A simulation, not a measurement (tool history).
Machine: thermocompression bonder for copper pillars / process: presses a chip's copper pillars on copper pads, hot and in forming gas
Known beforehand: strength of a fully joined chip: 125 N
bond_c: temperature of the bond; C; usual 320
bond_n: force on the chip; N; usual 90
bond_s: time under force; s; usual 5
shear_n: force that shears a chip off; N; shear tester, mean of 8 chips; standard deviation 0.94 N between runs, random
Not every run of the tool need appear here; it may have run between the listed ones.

{"run": 1, "hour": 0.0, "bond_c": 320, "bond_n": 90, "bond_s": 5, "shear_n": 76.9}
{"run": 2, "hour": 4.7, "bond_c": 320, "bond_n": 90, "bond_s": 5, "shear_n": 78.7}
{"run": 3, "hour": 9.9, "bond_c": 334, "bond_n": 90, "bond_s": 5, "shear_n": 85.4}
{"run": 4, "hour": 16.1, "bond_c": 299, "bond_n": 90, "bond_s": 5, "shear_n": 66.4}
{"run": 5, "hour": 20.7, "bond_c": 320, "bond_n": 90, "bond_s": 5, "shear_n": 75.2}
{"run": 6, "hour": 29.3, "bond_c": 320, "bond_n": 90, "bond_s": 5, "shear_n": 77.1}
{"run": 7, "hour": 35.9, "bond_c": 320, "bond_n": 90, "bond_s": 5, "shear_n": 78.0}
{"run": 8, "hour": 45.8, "bond_c": 320, "bond_n": 90, "bond_s": 5, "shear_n": 76.5}
{"run": 9, "hour": 50.2, "bond_c": 320, "bond_n": 90, "bond_s": 5, "shear_n": 76.6}
{"run": 10, "hour": 57.9, "bond_c": 320, "bond_n": 90, "bond_s": 5, "shear_n": 77.6}
{"run": 11, "hour": 67.4, "bond_c": 320, "bond_n": 90, "bond_s": 5, "shear_n": 75.4}
{"run": 12, "hour": 75.5, "bond_c": 314, "bond_n": 90, "bond_s": 5, "shear_n": 72.9}
{"run": 13, "hour": 82.4, "bond_c": 341, "bond_n": 90, "bond_s": 5, "shear_n": 86.7}
{"run": 14, "hour": 90.9, "bond_c": 341, "bond_n": 90, "bond_s": 5, "shear_n": 84.7}
{"run": 15, "hour": 99.6, "bond_c": 341, "bond_n": 90, "bond_s": 5, "shear_n": 86.6}
{"run": 16, "hour": 106.3, "bond_c": 341, "bond_n": 90, "bond_s": 5, "shear_n": 85.1}
{"run": 17, "hour": 112.5, "bond_c": 320, "bond_n": 63, "bond_s": 5, "shear_n": 62.1}
{"run": 18, "hour": 118.3, "bond_c": 320, "bond_n": 70, "bond_s": 5, "shear_n": 66.0}
{"hour": 120.7, "done": "heater calibrated with a thermocouple chip"}
{"run": 19, "hour": 129.2, "bond_c": 320, "bond_n": 70, "bond_s": 5, "shear_n": 66.1}
{"run": 20, "hour": 133.8, "bond_c": 320, "bond_n": 70, "bond_s": 5, "shear_n": 64.5}
{"run": 21, "hour": 138.9, "bond_c": 320, "bond_n": 70, "bond_s": 5, "shear_n": 66.2}
{"hour": 147.7, "done": "heater calibrated with a thermocouple chip, once more"}
{"run": 22, "hour": 148.6, "bond_c": 294, "bond_n": 57, "bond_s": 5, "shear_n": 48.3}
{"run": 23, "hour": 154.2, "bond_c": 344, "bond_n": 92, "bond_s": 3, "shear_n": 77.4}
{"run": 24, "hour": 164.0, "bond_c": 344, "bond_n": 92, "bond_s": 3, "shear_n": 75.8}
{"run": 25, "hour": 171.4, "bond_c": 344, "bond_n": 92, "bond_s": 3, "shear_n": 75.3}
{"run": 26, "hour": 180.0, "bond_c": 324, "bond_n": 92, "bond_s": 15, "shear_n": 98.7}
{"run": 27, "hour": 184.4, "bond_c": 328, "bond_n": 128, "bond_s": 5, "shear_n": 88.9}
{"run": 28, "hour": 194.2, "bond_c": 346, "bond_n": 128, "bond_s": 14, "shear_n": 110.0}
{"run": 29, "hour": 201.4, "bond_c": 346, "bond_n": 128, "bond_s": 6, "shear_n": 99.0}
{"run": 30, "hour": 206.8, "bond_c": 320, "bond_n": 85, "bond_s": 3, "shear_n": 60.8}
{"run": 31, "hour": 216.2, "bond_c": 320, "bond_n": 85, "bond_s": 3, "shear_n": 59.0}
{"run": 32, "hour": 224.0, "bond_c": 320, "bond_n": 85, "bond_s": 3, "shear_n": 61.1}
{"run": 33, "hour": 230.1, "bond_c": 320, "bond_n": 85, "bond_s": 3, "shear_n": 60.0}

Predict the results of run 34:
{"run": 34, "hour": 234.5, "bond_c": 320, "bond_n": 89, "bond_s": 3, "shear_n": "?"}

shear_n: 61.7 N
Minus the tool's unlogged condition, the same run would have read shear_n 67.2 N.

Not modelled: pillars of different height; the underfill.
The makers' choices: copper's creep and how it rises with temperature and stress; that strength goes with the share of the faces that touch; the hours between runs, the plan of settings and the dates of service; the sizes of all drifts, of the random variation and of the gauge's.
